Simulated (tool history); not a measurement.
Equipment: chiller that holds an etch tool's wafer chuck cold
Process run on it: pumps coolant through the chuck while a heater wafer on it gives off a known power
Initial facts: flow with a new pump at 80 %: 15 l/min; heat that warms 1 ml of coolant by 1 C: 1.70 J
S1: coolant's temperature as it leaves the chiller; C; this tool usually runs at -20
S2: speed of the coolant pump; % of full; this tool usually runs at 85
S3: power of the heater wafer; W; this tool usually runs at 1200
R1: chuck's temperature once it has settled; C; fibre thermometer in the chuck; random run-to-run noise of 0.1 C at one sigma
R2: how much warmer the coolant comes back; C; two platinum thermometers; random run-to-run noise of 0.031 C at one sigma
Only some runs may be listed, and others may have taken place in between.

Run 1, hour 0: usual settings. Result: R1 -12.2 C, R2 2.67 C.
Run 2, hour 36.6: usual settings. Result: R1 -12 C, R2 2.66 C.
Run 3, hour 81.3: usual settings. Result: R1 -12.1 C, R2 2.61 C.
Run 4, hour 123.2: usual settings but S1 -25 C. Result: R1 -17.1 C, R2 2.65 C.
Run 5, hour 163.2: usual settings but S1 -25 C. Result: R1 -17.2 C, R2 2.56 C.
Run 6, hour 196.4: usual settings but S1 -25 C. Result: R1 -17 C, R2 2.64 C.
Run 7, hour 220.8: usual settings but S3 728 W. Result: R1 -15.2 C, R2 1.58 C.
Run 8, hour 256.1: usual settings. Result: R1 -12.2 C, R2 2.57 C.
Run 9, hour 287.8: usual settings. Result: R1 -12.1 C, R2 2.54 C.
Run 10, hour 313.6: usual settings. Result: R1 -12.2 C, R2 2.57 C.
Run 11, hour 352.1: usual settings. Result: R1 -12.1 C, R2 2.55 C.
Run 12, hour 382.5: usual settings. Result: R1 -12.1 C, R2 2.56 C.
At hour 395.9: coolant changed, channels flushed.
Run 13, hour 430.4: usual settings. Result: R1 -12.2 C, R2 2.53 C.
Run 14, hour 457.6: usual settings. Result: R1 -12.1 C, R2 2.45 C.
Run 15, hour 508.5: usual settings. Result: R1 -12 C, R2 2.52 C.
Run 16, hour 536.8: usual settings. Result: R1 -12.1 C, R2 2.52 C.
Run 17, hour 569.5: usual settings but S1 -11 C, S3 868 W. Result: R1 -5.2 C, R2 1.75 C.
Run 18, hour 612.1: usual settings but S1 -11 C, S3 868 W. Result: R1 -5.2 C, R2 1.76 C.
Run 19, hour 640.1: usual settings but S1 -11 C, S3 868 W. Result: R1 -5.4 C, R2 1.67 C.
Run 20, hour 674.6: usual settings but S1 -15 C, S2 74 % of full, S3 1253 W. Result: R1 -6.1 C, R2 2.98 C.
Run 21, hour 698.3: usual settings but S1 -15 C, S2 74 % of full, S3 1253 W. Result: R1 -6 C, R2 2.96 C.
Run 22, hour 743: usual settings but S2 65 % of full, S3 834 W. Result: R1 -13.5 C, R2 2.21 C.
Run 23, hour 792: usual settings but S2 65 % of full, S3 834 W. Result: R1 -13.5 C, R2 2.17 C.
Run 24, hour 819: usual settings but S1 -21 C, S2 91 % of full. Result: R1 -13.5 C, R2 2.25 C.
Run 25, hour 872.8: usual settings but S1 -17 C, S2 77 % of full, S3 1740 W. Result: R1 -4.8 C, R2 4 C.
Run 26, hour 926.7: usual settings but S1 -25 C, S2 77 % of full, S3 1740 W. Result: R1 -12.8 C, R2 4 C.
Run 27, hour 952.7: usual settings but S1 -25 C, S2 77 % of full, S3 1740 W. Result: R1 -12.8 C, R2 3.99 C.
Run 28, hour 998.2: usual settings but S1 -25 C, S2 77 % of full, S3 1740 W. Result: R1 -12.8 C, R2 3.95 C.
Run 29, hour 1025.7: usual settings but S1 -17 C, S2 69 % of full. Result: R1 -8.2 C, R2 2.97 C.
Run 30, hour 1057.8: usual settings but S1 -27 C, S2 69 % of full, S3 1715 W. Result: R1 -14.1 C, R2 4.42 C.
Run 31, hour 1095.6: usual settings but S1 -18 C, S2 84 % of full, S3 860 W. Result: R1 -12.1 C, R2 1.57 C.

Alternative continuations, all from the tool just after run 31; predict every row:
Run A, hour 1134.7: usual settings but S1 -18 C, S2 65 % of full, S3 860 W. Result: R1 ?, R2 ?.
Run B, hour 1134.7: usual settings but S1 -26 C, S2 60 % of full, S3 798 W. Result: R1 ?, R2 ?.
Run C, hour 1134.7: usual settings but S1 -11 C, S2 66 % of full, S3 860 W. Result: R1 ?, R2 ?.
Run D, hour 1134.7: usual settings but S1 -14 C, S2 84 % of full, S3 848 W. Result: R1 ?, R2 ?.

run     R1    R2
  A  -11.2  2.21
  B  -19.5  2.22
  C   -4.5   2.1
  D   -8.4  1.59
Had the tool no hidden state, the same runs would have come out as:
run     R1    R2
  A  -11.2  2.55
  B  -19.5  2.55
  C   -4.5  2.44
  D   -8.4  1.93
